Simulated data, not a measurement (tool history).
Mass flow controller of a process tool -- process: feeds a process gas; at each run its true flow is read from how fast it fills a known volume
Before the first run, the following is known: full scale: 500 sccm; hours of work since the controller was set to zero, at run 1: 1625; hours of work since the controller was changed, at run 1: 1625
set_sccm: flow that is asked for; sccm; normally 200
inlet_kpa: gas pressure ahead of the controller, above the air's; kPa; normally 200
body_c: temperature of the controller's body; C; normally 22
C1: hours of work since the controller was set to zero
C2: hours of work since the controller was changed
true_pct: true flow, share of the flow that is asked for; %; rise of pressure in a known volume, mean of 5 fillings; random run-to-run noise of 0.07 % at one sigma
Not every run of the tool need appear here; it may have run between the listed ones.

Run 1, hour 0: usual settings; C1 1625; C2 1625. Result: true_pct 99.71 %.
Run 2, hour 49.6: usual settings; C1 1660; C2 1660. Result: true_pct 99.64 %.
Run 3, hour 134.4: usual settings but body_c 29 C; C1 1720; C2 1720. Result: true_pct 99.93 %.
Run 4, hour 211.3: usual settings but body_c 29 C; C1 1774; C2 1774. Result: true_pct 99.87 %.
Run 5, hour 250.3: usual settings but body_c 29 C; C1 1801; C2 1801. Result: true_pct 99.85 %.
Run 6, hour 293.8: usual settings but body_c 34 C; C1 1832; C2 1832. Result: true_pct 99.93 %.
Run 7, hour 361.4: usual settings but body_c 34 C; C1 1879; C2 1879. Result: true_pct 100.09 %.
Run 8, hour 418.2: usual settings but body_c 34 C; C1 1919; C2 1919. Result: true_pct 100.15 %.
Run 9, hour 456.7: usual settings but body_c 34 C; C1 1946; C2 1946. Result: true_pct 100.01 %.
Run 10, hour 545.4: usual settings; C1 2008; C2 2008. Result: true_pct 99.72 %.
Run 11, hour 587.2: usual settings; C1 2038; C2 2038. Result: true_pct 99.83 %.
Run 12, hour 629.7: usual settings but inlet_kpa 158 kPa; C1 2068; C2 2068. Result: true_pct 99.62 %.
Run 13, hour 707.5: usual settings but inlet_kpa 158 kPa; C1 2122; C2 2122. Result: true_pct 99.58 %.
Run 14, hour 769.5: usual settings but inlet_kpa 158 kPa; C1 2166; C2 2166. Result: true_pct 99.56 %.
Run 15, hour 824.9: usual settings; C1 2205; C2 2205. Result: true_pct 99.8 %.
Run 16, hour 906.1: usual settings but body_c 37 C; C1 2262; C2 2262. Result: true_pct 100.14 %.
Run 17, hour 961.7: usual settings; C1 2301; C2 2301. Result: true_pct 99.8 %.
Run 18, hour 1043.4: usual settings; C1 2358; C2 2358. Result: true_pct 99.71 %.
Run 19, hour 1137: usual settings; C1 2424; C2 2424. Result: true_pct 99.8 %.
Run 20, hour 1225.2: usual settings; C1 2486; C2 2486. Result: true_pct 99.77 %.
Run 21, hour 1267.9: usual settings; C1 2516; C2 2516. Result: true_pct 99.79 %.
Run 22, hour 1358.3: usual settings; C1 2579; C2 2579. Result: true_pct 99.78 %.
Run 23, hour 1415.5: usual settings; C1 2620; C2 2620. Result: true_pct 99.84 %.
Run 24, hour 1464.7: usual settings; C1 2654; C2 2654. Result: true_pct 99.85 %.
Run 25, hour 1549.5: usual settings but inlet_kpa 224 kPa, body_c 39 C; C1 2714; C2 2714. Result: true_pct 100.33 %.
Run 26, hour 1588.9: usual settings but set_sccm 110 sccm, body_c 30 C; C1 2741; C2 2741. Result: true_pct 101.27 %.
Run 27, hour 1654.5: usual settings but set_sccm 110 sccm, body_c 32 C; C1 2788; C2 2788. Result: true_pct 101.3 %.
Run 28, hour 1722.3: usual settings but inlet_kpa 275 kPa; C1 2835; C2 2835. Result: true_pct 100.16 %.
Run 29, hour 1790.9: usual settings but inlet_kpa 275 kPa; C1 2883; C2 2883. Result: true_pct 100.15 %.
Run 30, hour 1829.2: usual settings but set_sccm 307 sccm, inlet_kpa 147 kPa, body_c 23 C; C1 2910; C2 2910. Result: true_pct 99.27 %.
Run 31, hour 1886.5: usual settings but set_sccm 307 sccm, inlet_kpa 150 kPa, body_c 23 C; C1 2951; C2 2951. Result: true_pct 99.28 %.
Run 32, hour 1963.4: usual settings but set_sccm 446 sccm, inlet_kpa 184 kPa, body_c 36 C; C1 3005; C2 3005. Result: true_pct 99.59 %.
Run 33, hour 2015.4: usual settings but set_sccm 446 sccm, inlet_kpa 184 kPa, body_c 36 C; C1 3041; C2 3041. Result: true_pct 99.67 %.
Run 34, hour 2096.5: usual settings but set_sccm 392 sccm, inlet_kpa 162 kPa, body_c 25 C; C1 3098; C2 3098. Result: true_pct 99.29 %.
Run 35, hour 2148.1: usual settings but set_sccm 392 sccm, inlet_kpa 162 kPa, body_c 25 C; C1 3134; C2 3134. Result: true_pct 99.27 %.
Run 36, hour 2216.8: usual settings but set_sccm 152 sccm, inlet_kpa 264 kPa, body_c 27 C; C1 3183; C2 3183. Result: true_pct 100.76 %.
Run 37, hour 2256.4: usual settings but set_sccm 167 sccm, inlet_kpa 175 kPa; C1 3210; C2 3210. Result: true_pct 100.15 %.
Run 38, hour 2342.1: usual settings but set_sccm 167 sccm, inlet_kpa 175 kPa; C1 3271; C2 3271. Result: true_pct 100.2 %.
Run 39, hour 2382.7: usual settings but set_sccm 167 sccm, inlet_kpa 175 kPa; C1 3299; C2 3299. Result: true_pct 100.21 %.
Run 40, hour 2473.7: usual settings but set_sccm 175 sccm, inlet_kpa 175 kPa, body_c 20 C; C1 3363; C2 3363. Result: true_pct 100.07 %.
Run 41, hour 2546: usual settings but set_sccm 125 sccm, inlet_kpa 214 kPa, body_c 28 C; C1 3414; C2 3414. Result: true_pct 101.08 %.
Run 42, hour 2612.4: usual settings but set_sccm 125 sccm, inlet_kpa 214 kPa, body_c 28 C; C1 3461; C2 3461. Result: true_pct 101.22 %.
Run 43, hour 2652.5: usual settings but set_sccm 60 sccm, inlet_kpa 196 kPa, body_c 28 C; C1 3489; C2 3489. Result: true_pct 104.77 %.
Run 44, hour 2709.8: usual settings but set_sccm 60 sccm, inlet_kpa 196 kPa, body_c 28 C; C1 3529; C2 3529. Result: true_pct 104.68 %.
Run 45, hour 2776.3: usual settings but set_sccm 60 sccm, inlet_kpa 196 kPa, body_c 28 C; C1 3576; C2 3576. Result: true_pct 104.73 %.
Run 46, hour 2853.7: usual settings but set_sccm 60 sccm, inlet_kpa 162 kPa, body_c 38 C; C1 3630; C2 3630. Result: true_pct 104.97 %.
Run 47, hour 2940.1: usual settings but set_sccm 128 sccm, body_c 34 C; C1 3691; C2 3691. Result: true_pct 101.34 %.
Run 48, hour 3009.8: usual settings but body_c 38 C; C1 3740; C2 3740. Result: true_pct 100.44 %.

Predict each of these 3 candidate next runs independently; none follows another, all start after run 48:
Run A, hour 3079.2: usual settings but set_sccm 127 sccm, inlet_kpa 167 kPa, body_c 25 C; C1 3788; C2 3788. Result: true_pct ?.
Run B, hour 3079.2: usual settings but inlet_kpa 185 kPa; C1 3788; C2 3788. Result: true_pct ?.
Run C, hour 3079.2: usual settings but set_sccm 52 sccm, body_c 39 C; C1 3788; C2 3788. Result: true_pct ?.

run  true_pct
  A    101.11
  B     99.92
  C    106.73
Without the tool's hidden state the same runs would have given:
run  true_pct
  A     99.08
  B     99.21
  C     99.49

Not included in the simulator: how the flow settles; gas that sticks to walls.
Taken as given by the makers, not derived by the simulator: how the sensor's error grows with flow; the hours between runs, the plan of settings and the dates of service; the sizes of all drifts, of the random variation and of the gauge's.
